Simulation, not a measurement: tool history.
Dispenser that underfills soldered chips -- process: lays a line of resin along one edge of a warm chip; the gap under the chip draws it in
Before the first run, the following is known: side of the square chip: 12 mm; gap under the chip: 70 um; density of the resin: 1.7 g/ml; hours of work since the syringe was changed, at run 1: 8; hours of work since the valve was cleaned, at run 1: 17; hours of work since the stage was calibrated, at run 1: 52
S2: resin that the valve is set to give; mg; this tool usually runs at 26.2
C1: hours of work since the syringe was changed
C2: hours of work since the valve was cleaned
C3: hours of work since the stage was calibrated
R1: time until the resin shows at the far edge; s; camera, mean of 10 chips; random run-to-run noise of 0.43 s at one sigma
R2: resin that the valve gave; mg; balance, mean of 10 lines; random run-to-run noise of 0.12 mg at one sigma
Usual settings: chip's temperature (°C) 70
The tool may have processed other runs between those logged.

{"run": 1, "hour": 0.0, "chip's temperature (°C)": 70, "S2": 26.2, "C1": 8, "C2": 17, "C3": 52, "R1": 46.4, "R2": 25.68}
{"hour": 6.5, "done": "new syringe of resin"}
{"run": 2, "hour": 15.0, "chip's temperature (°C)": 70, "S2": 26.2, "C1": 6, "C2": 28, "C3": 63, "R1": 42.8, "R2": 25.49}
{"hour": 23.6, "done": "new syringe of resin"}
{"run": 3, "hour": 28.0, "chip's temperature (°C)": 70, "S2": 26.2, "C1": 3, "C2": 37, "C3": 73, "R1": 35.7, "R2": 25.18}
{"run": 4, "hour": 39.5, "chip's temperature (°C)": 73, "S2": 26.2, "C1": 12, "C2": 46, "C3": 81, "R1": 52.7, "R2": 25.07}
{"hour": 40.5, "done": "new syringe of resin"}
{"run": 5, "hour": 51.5, "chip's temperature (°C)": 73, "S2": 26.2, "C1": 8, "C2": 55, "C3": 90, "R1": 43.5, "R2": 24.86}
{"hour": 58.0, "done": "new syringe of resin"}
{"run": 6, "hour": 67.9, "chip's temperature (°C)": 73, "S2": 26.2, "C1": 7, "C2": 67, "C3": 102, "R1": 40.2, "R2": 24.35}
{"hour": 75.1, "done": "new syringe of resin"}
{"run": 7, "hour": 83.9, "chip's temperature (°C)": 73, "S2": 26.2, "C1": 7, "C2": 79, "C3": 114, "R1": 38.9, "R2": 24.1}
{"hour": 91.4, "done": "new syringe of resin"}
{"run": 8, "hour": 96.1, "chip's temperature (°C)": 70, "S2": 26.2, "C1": 3, "C2": 88, "C3": 123, "R1": 38.2, "R2": 24.03}
{"hour": 108.5, "done": "new syringe of resin"}
{"run": 9, "hour": 108.5, "chip's temperature (°C)": 70, "S2": 26.2, "C1": 0, "C2": 97, "C3": 132, "R1": 30.2, "R2": 23.88}
{"run": 10, "hour": 119.7, "chip's temperature (°C)": 70, "S2": 26.2, "C1": 8, "C2": 105, "C3": 140, "R1": 48.3, "R2": 23.3}
{"hour": 126.2, "done": "new syringe of resin"}
{"run": 11, "hour": 131.9, "chip's temperature (°C)": 70, "S2": 26.2, "C1": 4, "C2": 114, "C3": 149, "R1": 39.5, "R2": 23.32}
{"hour": 140.4, "done": "dispensing valve cleaned and set on the balance"}
{"hour": 144.2, "done": "new syringe of resin"}
{"run": 12, "hour": 146.0, "chip's temperature (°C)": 70, "S2": 26.2, "C1": 1, "C2": 4, "C3": 159, "R1": 32.4, "R2": 26.04}
{"hour": 161.5, "done": "new syringe of resin"}
{"run": 13, "hour": 161.5, "chip's temperature (°C)": 70, "S2": 26.2, "C1": 0, "C2": 15, "C3": 170, "R1": 29.4, "R2": 25.93}
{"run": 14, "hour": 171.0, "chip's temperature (°C)": 60, "S2": 25.2, "C1": 7, "C2": 22, "C3": 177, "R1": 65.1, "R2": 24.62}
{"hour": 178.5, "done": "new syringe of resin"}
{"run": 15, "hour": 180.0, "chip's temperature (°C)": 60, "S2": 25.2, "C1": 1, "C2": 29, "C3": 184, "R1": 46.9, "R2": 24.71}
{"run": 16, "hour": 193.6, "chip's temperature (°C)": 70, "S2": 32.6, "C1": 11, "C2": 39, "C3": 194, "R1": 54.8, "R2": 31.35}
{"hour": 195.3, "done": "new syringe of resin"}
{"run": 17, "hour": 205.3, "chip's temperature (°C)": 70, "S2": 32.6, "C1": 7, "C2": 48, "C3": 203, "R1": 44.2, "R2": 30.96}
{"hour": 212.8, "done": "new syringe of resin"}
{"run": 18, "hour": 218.6, "chip's temperature (°C)": 57, "S2": 27.1, "C1": 4, "C2": 57, "C3": 212, "R1": 62.6, "R2": 25.63}
{"hour": 229.2, "done": "new syringe of resin"}
{"run": 19, "hour": 235.2, "chip's temperature (°C)": 57, "S2": 27.1, "C1": 5, "C2": 70, "C3": 225, "R1": 61.9, "R2": 25.25}
{"hour": 246.0, "done": "new syringe of resin"}
{"run": 20, "hour": 251.3, "chip's temperature (°C)": 70, "S2": 33.4, "C1": 4, "C2": 82, "C3": 236, "R1": 36.7, "R2": 30.84}
{"hour": 262.3, "done": "new syringe of resin"}
{"run": 21, "hour": 264.9, "chip's temperature (°C)": 70, "S2": 33.4, "C1": 2, "C2": 92, "C3": 246, "R1": 32.2, "R2": 30.39}
{"run": 22, "hour": 273.2, "chip's temperature (°C)": 77, "S2": 30.6, "C1": 8, "C2": 98, "C3": 253, "R1": 35.8, "R2": 27.93}
{"hour": 279.8, "done": "new syringe of resin"}
{"run": 23, "hour": 281.0, "chip's temperature (°C)": 77, "S2": 30.6, "C1": 1, "C2": 103, "C3": 258, "R1": 24.3, "R2": 27.81}
{"run": 24, "hour": 290.6, "chip's temperature (°C)": 70, "S2": 28.7, "C1": 8, "C2": 111, "C3": 265, "R1": 47.6, "R2": 25.71}
{"hour": 296.5, "done": "new syringe of resin"}
{"hour": 304.2, "done": "dispensing valve cleaned and set on the balance"}
{"run": 25, "hour": 307.6, "chip's temperature (°C)": 68, "S2": 30.3, "C1": 8, "C2": 3, "C3": 277, "R1": 47.2, "R2": 30.3}

Hidden state at the last listed run before each entry between runs and at the first one after, where it differs:
After run 1, before run 2: new syringe of resin (hour 6.5)
  resin's viscosity, % of fresh resin's: 153.2 -> 143.9; dose that the valve gives, % of what is set: 98.21 -> 97.2; true chip temperature over the reading, C: 0.18 -> 0.21
  measured less the result without the state, R1: +16.0 -> +13.0 s; R2: -0.47 -> -0.74 mg
After run 2, before run 3: new syringe of resin (hour 23.6)
  resin's viscosity, % of fresh resin's: 143.9 -> 120.2; dose that the valve gives, % of what is set: 97.2 -> 96.32; true chip temperature over the reading, C: 0.21 -> 0.24
  measured less the result without the state, R1: +13.0 -> +6.0 s; R2: -0.74 -> -0.96 mg
After run 4, before run 5: new syringe of resin (hour 40.5)
  resin's viscosity, % of fresh resin's: 194.8 -> 158.5; dose that the valve gives, % of what is set: 95.52 -> 94.73; true chip temperature over the reading, C: 0.27 -> 0.29
  measured less the result without the state, R1: +25.5 -> +16.1 s; R2: -1.18 -> -1.39 mg
After run 5, before run 6: new syringe of resin (hour 58.0)
  resin's viscosity, % of fresh resin's: 158.5 -> 149.2; dose that the valve gives, % of what is set: 94.73 -> 93.51; true chip temperature over the reading, C: 0.29 -> 0.33
  measured less the result without the state, R1: +16.1 -> +13.2 s; R2: -1.39 -> -1.69 mg
After run 6, before run 7: new syringe of resin (hour 75.1)
  resin's viscosity, % of fresh resin's: 149.2 -> 145.9; dose that the valve gives, % of what is set: 93.51 -> 92.42; true chip temperature over the reading, C: 0.33 -> 0.36
  measured less the result without the state, R1: +13.2 -> +12.3 s; R2: -1.69 -> -1.98 mg
After run 7, before run 8: new syringe of resin (hour 91.4)
  resin's viscosity, % of fresh resin's: 145.9 -> 122.6; dose that the valve gives, % of what is set: 92.42 -> 91.6; true chip temperature over the reading, C: 0.36 -> 0.39
  measured less the result without the state, R1: +12.3 -> +7.1 s; R2: -1.98 -> -2.20 mg
After run 8, before run 9: new syringe of resin (hour 108.5)
  resin's viscosity, % of fresh resin's: 122.6 -> 100; dose that the valve gives, % of what is set: 91.6 -> 90.74; true chip temperature over the reading, C: 0.39 -> 0.42
  measured less the result without the state, R1: +7.1 -> +0.1 s; R2: -2.20 -> -2.43 mg
After run 10, before run 11: new syringe of resin (hour 126.2)
  resin's viscosity, % of fresh resin's: 159.9 -> 127.7; dose that the valve gives, % of what is set: 89.96 -> 89.16; true chip temperature over the reading, C: 0.44 -> 0.47
  measured less the result without the state, R1: +18.4 -> +8.6 s; R2: -2.61 -> -2.83 mg
After run 11, before run 12: dispensing valve cleaned and set on the balance (hour 140.4); new syringe of resin (hour 144.2)
  resin's viscosity, % of fresh resin's: 127.7 -> 107.6; dose that the valve gives, % of what is set: 89.16 -> 99.7; true chip temperature over the reading, C: 0.47 -> 0.5
  measured less the result without the state, R1: +8.6 -> +1.7 s; R2: -2.83 -> -0.08 mg
After run 12, before run 13: new syringe of resin (hour 161.5)
  resin's viscosity, % of fresh resin's: 107.6 -> 100.4; dose that the valve gives, % of what is set: 99.7 -> 98.6; true chip temperature over the reading, C: 0.5 -> 0.53
  measured less the result without the state, R1: +1.7 -> -0.4 s; R2: -0.08 -> -0.37 mg
After run 14, before run 15: new syringe of resin (hour 178.5)
  resin's viscosity, % of fresh resin's: 149.2 -> 106.1; dose that the valve gives, % of what is set: 97.98 -> 97.33; true chip temperature over the reading, C: 0.55 -> 0.57
  measured less the result without the state, R1: +20.8 -> +1.9 s; R2: -0.51 -> -0.67 mg
After run 16, before run 17: new syringe of resin (hour 195.3)
  resin's viscosity, % of fresh resin's: 188.1 -> 152.5; dose that the valve gives, % of what is set: 96.32 -> 95.47; true chip temperature over the reading, C: 0.6 -> 0.63
  measured less the result without the state, R1: +25.4 -> +14.6 s; R2: -1.20 -> -1.47 mg
After run 17, before run 18: new syringe of resin (hour 212.8)
  resin's viscosity, % of fresh resin's: 152.5 -> 126.8; dose that the valve gives, % of what is set: 95.47 -> 94.59; true chip temperature over the reading, C: 0.63 -> 0.66
  measured less the result without the state, R1: +14.6 -> +12.4 s; R2: -1.47 -> -1.47 mg
After run 18, before run 19: new syringe of resin (hour 229.2)
  resin's viscosity, % of fresh resin's: 126.8 -> 128.8; dose that the valve gives, % of what is set: 94.59 -> 93.48; true chip temperature over the reading, C: 0.66 -> 0.69
  measured less the result without the state, R1: +12.4 -> +13.0 s; R2: -1.47 -> -1.76 mg
After run 19, before run 20: new syringe of resin (hour 246.0)
  resin's viscosity, % of fresh resin's: 128.8 -> 125.2; dose that the valve gives, % of what is set: 93.48 -> 92.4; true chip temperature over the reading, C: 0.69 -> 0.73
  measured less the result without the state, R1: +13.0 -> +6.7 s; R2: -1.76 -> -2.54 mg
After run 20, before run 21: new syringe of resin (hour 262.3)
  resin's viscosity, % of fresh resin's: 125.2 -> 111.9; dose that the valve gives, % of what is set: 92.4 -> 91.52; true chip temperature over the reading, C: 0.73 -> 0.76
  measured less the result without the state, R1: +6.7 -> +2.8 s; R2: -2.54 -> -2.83 mg
After run 22, before run 23: new syringe of resin (hour 279.8)
  resin's viscosity, % of fresh resin's: 158 -> 108.1; dose that the valve gives, % of what is set: 90.93 -> 90.39; true chip temperature over the reading, C: 0.78 -> 0.79
  measured less the result without the state, R1: +12.7 -> +1.4 s; R2: -2.78 -> -2.94 mg
After run 24, before run 25: new syringe of resin (hour 296.5); dispensing valve cleaned and set on the balance (hour 304.2)
  resin's viscosity, % of fresh resin's: 161.8 -> 154; dose that the valve gives, % of what is set: 89.72 -> 99.66; true chip temperature over the reading, C: 0.81 -> 0.85
  measured less the result without the state, R1: +17.6 -> +15.8 s; R2: -2.94 -> -0.10 mg

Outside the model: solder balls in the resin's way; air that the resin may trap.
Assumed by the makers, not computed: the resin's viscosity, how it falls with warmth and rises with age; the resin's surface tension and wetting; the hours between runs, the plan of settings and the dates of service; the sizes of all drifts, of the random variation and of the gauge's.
